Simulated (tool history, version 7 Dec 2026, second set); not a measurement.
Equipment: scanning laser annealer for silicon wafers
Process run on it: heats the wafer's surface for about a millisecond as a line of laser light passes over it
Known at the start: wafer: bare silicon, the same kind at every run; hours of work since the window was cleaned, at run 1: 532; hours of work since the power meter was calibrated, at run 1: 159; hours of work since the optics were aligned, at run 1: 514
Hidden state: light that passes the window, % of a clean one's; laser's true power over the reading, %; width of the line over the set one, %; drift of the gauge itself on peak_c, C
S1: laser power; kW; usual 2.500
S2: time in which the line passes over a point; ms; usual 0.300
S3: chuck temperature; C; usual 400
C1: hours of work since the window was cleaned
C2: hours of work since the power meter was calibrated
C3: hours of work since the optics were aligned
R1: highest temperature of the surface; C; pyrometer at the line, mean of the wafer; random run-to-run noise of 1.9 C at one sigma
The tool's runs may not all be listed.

{"run": 1, "hour": 0.0, "S1": 2.5, "S2": 0.3, "S3": 400, "C1": 532, "C2": 159, "C3": 514, "R1": 1185}
{"run": 2, "hour": 9.5, "S1": 2.5, "S2": 0.3, "S3": 432, "C1": 538, "C2": 165, "C3": 520, "R1": 1216}
{"run": 3, "hour": 19.5, "S1": 2.5, "S2": 0.3, "S3": 432, "C1": 544, "C2": 171, "C3": 526, "R1": 1217}
{"run": 4, "hour": 26.8, "S1": 2.5, "S2": 0.3, "S3": 400, "C1": 548, "C2": 175, "C3": 531, "R1": 1184}
{"run": 5, "hour": 33.4, "S1": 2.5, "S2": 0.3, "S3": 400, "C1": 552, "C2": 179, "C3": 535, "R1": 1186}
{"run": 6, "hour": 41.1, "S1": 2.5, "S2": 0.3, "S3": 400, "C1": 557, "C2": 184, "C3": 539, "R1": 1183}
{"run": 7, "hour": 46.2, "S1": 2.5, "S2": 0.3, "S3": 400, "C1": 560, "C2": 187, "C3": 542, "R1": 1183}
{"run": 8, "hour": 56.1, "S1": 2.5, "S2": 0.3, "S3": 400, "C1": 566, "C2": 193, "C3": 548, "R1": 1184}
{"run": 9, "hour": 65.5, "S1": 2.5, "S2": 0.3, "S3": 428, "C1": 572, "C2": 199, "C3": 554, "R1": 1215}
{"run": 10, "hour": 76.2, "S1": 2.5, "S2": 0.3, "S3": 428, "C1": 578, "C2": 205, "C3": 561, "R1": 1211}
{"run": 11, "hour": 85.7, "S1": 2.5, "S2": 0.3, "S3": 428, "C1": 584, "C2": 211, "C3": 566, "R1": 1209}
{"run": 12, "hour": 94.1, "S1": 2.5, "S2": 0.3, "S3": 428, "C1": 589, "C2": 216, "C3": 572, "R1": 1211}
{"run": 13, "hour": 102.6, "S1": 2.5, "S2": 0.3, "S3": 428, "C1": 594, "C2": 221, "C3": 577, "R1": 1211}
{"run": 14, "hour": 108.3, "S1": 2.5, "S2": 0.3, "S3": 428, "C1": 598, "C2": 225, "C3": 580, "R1": 1211}
{"run": 15, "hour": 114.8, "S1": 2.5, "S2": 0.3, "S3": 428, "C1": 602, "C2": 229, "C3": 584, "R1": 1211}
{"run": 16, "hour": 120.2, "S1": 2.5, "S2": 0.3, "S3": 428, "C1": 605, "C2": 232, "C3": 587, "R1": 1213}
{"run": 17, "hour": 127.7, "S1": 2.5, "S2": 0.3, "S3": 428, "C1": 610, "C2": 236, "C3": 592, "R1": 1217}
{"run": 18, "hour": 134.5, "S1": 2.5, "S2": 0.3, "S3": 428, "C1": 614, "C2": 241, "C3": 596, "R1": 1213}
{"run": 19, "hour": 139.5, "S1": 2.5, "S2": 0.214, "S3": 400, "C1": 617, "C2": 244, "C3": 599, "R1": 1068}
{"run": 20, "hour": 147.5, "S1": 2.565, "S2": 0.214, "S3": 400, "C1": 622, "C2": 248, "C3": 604, "R1": 1093}
{"run": 21, "hour": 153.8, "S1": 2.565, "S2": 0.214, "S3": 400, "C1": 626, "C2": 252, "C3": 608, "R1": 1096}
{"run": 22, "hour": 162.9, "S1": 2.5, "S2": 0.27, "S3": 435, "C1": 631, "C2": 258, "C3": 613, "R1": 1183}
{"run": 23, "hour": 172.9, "S1": 2.5, "S2": 0.364, "S3": 384, "C1": 637, "C2": 264, "C3": 619, "R1": 1240}
{"run": 24, "hour": 178.9, "S1": 2.233, "S2": 0.3, "S3": 400, "C1": 641, "C2": 268, "C3": 623, "R1": 1071}
{"run": 25, "hour": 188.6, "S1": 2.233, "S2": 0.3, "S3": 400, "C1": 647, "C2": 273, "C3": 629, "R1": 1073}
{"run": 26, "hour": 198.9, "S1": 2.233, "S2": 0.3, "S3": 400, "C1": 653, "C2": 280, "C3": 635, "R1": 1073}
{"run": 27, "hour": 209.1, "S1": 2.5, "S2": 0.292, "S3": 368, "C1": 659, "C2": 286, "C3": 641, "R1": 1143}
{"run": 28, "hour": 215.9, "S1": 2.67, "S2": 0.333, "S3": 422, "C1": 663, "C2": 290, "C3": 646, "R1": 1325}
{"run": 29, "hour": 223.2, "S1": 2.575, "S2": 0.362, "S3": 422, "C1": 668, "C2": 294, "C3": 650, "R1": 1311}
{"run": 30, "hour": 230.3, "S1": 2.5, "S2": 0.261, "S3": 439, "C1": 672, "C2": 299, "C3": 654, "R1": 1173}
{"run": 31, "hour": 237.5, "S1": 2.741, "S2": 0.261, "S3": 439, "C1": 677, "C2": 303, "C3": 659, "R1": 1272}
{"run": 32, "hour": 246.8, "S1": 2.454, "S2": 0.236, "S3": 382, "C1": 682, "C2": 309, "C3": 664, "R1": 1065}
{"run": 33, "hour": 257.2, "S1": 2.149, "S2": 0.353, "S3": 382, "C1": 689, "C2": 315, "C3": 671, "R1": 1076}
{"run": 34, "hour": 264.8, "S1": 2.556, "S2": 0.253, "S3": 427, "C1": 693, "C2": 320, "C3": 675, "R1": 1171}
{"run": 35, "hour": 271.3, "S1": 2.556, "S2": 0.253, "S3": 427, "C1": 697, "C2": 324, "C3": 679, "R1": 1169}
{"hour": 278.0, "done": "window over the wafer cleaned"}
{"run": 36, "hour": 281.6, "S1": 2.377, "S2": 0.253, "S3": 427, "C1": 2, "C2": 329, "C3": 684, "R1": 1106}
{"run": 37, "hour": 290.5, "S1": 2.5, "S2": 0.227, "S3": 437, "C1": 8, "C2": 334, "C3": 690, "R1": 1128}
{"run": 38, "hour": 295.3, "S1": 2.178, "S2": 0.3, "S3": 400, "C1": 10, "C2": 337, "C3": 693, "R1": 1051}
{"run": 39, "hour": 303.9, "S1": 2.178, "S2": 0.235, "S3": 392, "C1": 16, "C2": 342, "C3": 698, "R1": 974}
{"run": 40, "hour": 310.6, "S1": 2.178, "S2": 0.235, "S3": 392, "C1": 20, "C2": 346, "C3": 702, "R1": 976}

Describe how what the log doesn't record of the tool's condition differs between the last listed run preceding each entry between runs and the first listed run following it.
In the gap between runs 35 and 36: window over the wafer cleaned (hour 278.0)
  light that passes the window, % of a clean one's: 99.9 -> 100

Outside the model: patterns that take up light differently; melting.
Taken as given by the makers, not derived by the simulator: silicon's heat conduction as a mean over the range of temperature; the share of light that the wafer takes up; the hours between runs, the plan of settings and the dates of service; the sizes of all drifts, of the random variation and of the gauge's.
